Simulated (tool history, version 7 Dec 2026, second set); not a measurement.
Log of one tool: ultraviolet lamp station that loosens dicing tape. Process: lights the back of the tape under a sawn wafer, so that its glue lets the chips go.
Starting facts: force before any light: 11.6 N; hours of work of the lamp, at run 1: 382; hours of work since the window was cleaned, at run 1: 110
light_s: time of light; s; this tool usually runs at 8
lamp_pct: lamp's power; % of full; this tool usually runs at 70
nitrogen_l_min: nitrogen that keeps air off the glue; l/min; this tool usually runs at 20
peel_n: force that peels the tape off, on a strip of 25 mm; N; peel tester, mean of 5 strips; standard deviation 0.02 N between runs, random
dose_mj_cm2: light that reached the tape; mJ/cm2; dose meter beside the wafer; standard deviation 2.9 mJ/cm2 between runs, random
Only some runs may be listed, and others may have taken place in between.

run    hour  light_s  lamp_pct  nitrogen_l_min  hours of work of the lamp  hours of work since the window was cleaned  peel_n  dose_mj_cm2
  1       0        8        70              20                        382                                         110   1.872          296
  2    34.2        8        70              20                        407                                         135   1.855          291
  3    74.5        8        70              20                        438                                         166   2.043          278
  4   129.3        8        70              20                        479                                         207   2.149          267
  5   164.1        8        70              20                        506                                         233   2.297          262
  6   214.9        8        70              20                        544                                         272   2.394          239
  7   275.9        8        70              20                        590                                         318   2.458          242
  8   334.5        8        70              20                        634                                         362   2.694          228
  9   393.5        8        70              20                        679                                         407   2.992          216
 10   435.5        8        70              20                        710                                         438   3.139          199
 11   462.8        8        92              20                        731                                         459   2.143          263
      487.4  -- lamp changed
 12   489.4        8        92              20                          2                                         478   0.701          469
 13   524.5        8        92              20                         28                                         505   0.757          459
      534.6  -- window cleaned of glue's vapour
 14   572.2        8        74              26                         64                                          28   0.849          400
 15     613        8        74              26                         94                                          59   0.917          390
 16   656.1        8        74              26                        127                                          92   0.972          385
 17   688.8        6        79              11                        152                                         116   2.319          301
 18   739.3        6        79              11                        190                                         154   2.425          290
 19   777.8        6        79              13                        219                                         183    2.37          287
 20   820.1       10        85              13                        251                                         215   0.784          498
 21   880.4       10        85              13                        296                                         261    0.87          473
 22   927.9       10        85              13                        332                                         297   0.931          453
 23   968.4       10        85              13                        363                                         327   1.051          446
 24  1023.6       10        85              13                        404                                         369   1.117          429
 25  1069.6       10        85              13                        439                                         404   1.186          415

Alternative continuations, all from the tool just after run 25; predict every row:
  A  1124.8       15        80              26                        481                                         445       ?            ?
  B  1124.8        4        65              20                        481                                         445       ?            ?
  C  1124.8        9        96              18                        481                                         445       ?            ?
  D  1124.8       10        84              32                        481                                         445       ?            ?

run  peel_n  dose_mj_cm2
  A    0.38          556
  B   5.368          119
  C   1.046          403
  D   0.812          393
Had the tool no hidden state, the same runs would have come out as:
run  peel_n  dose_mj_cm2
  A   0.178          867
  B   3.493          187
  C    0.37          628
  D   0.287          613
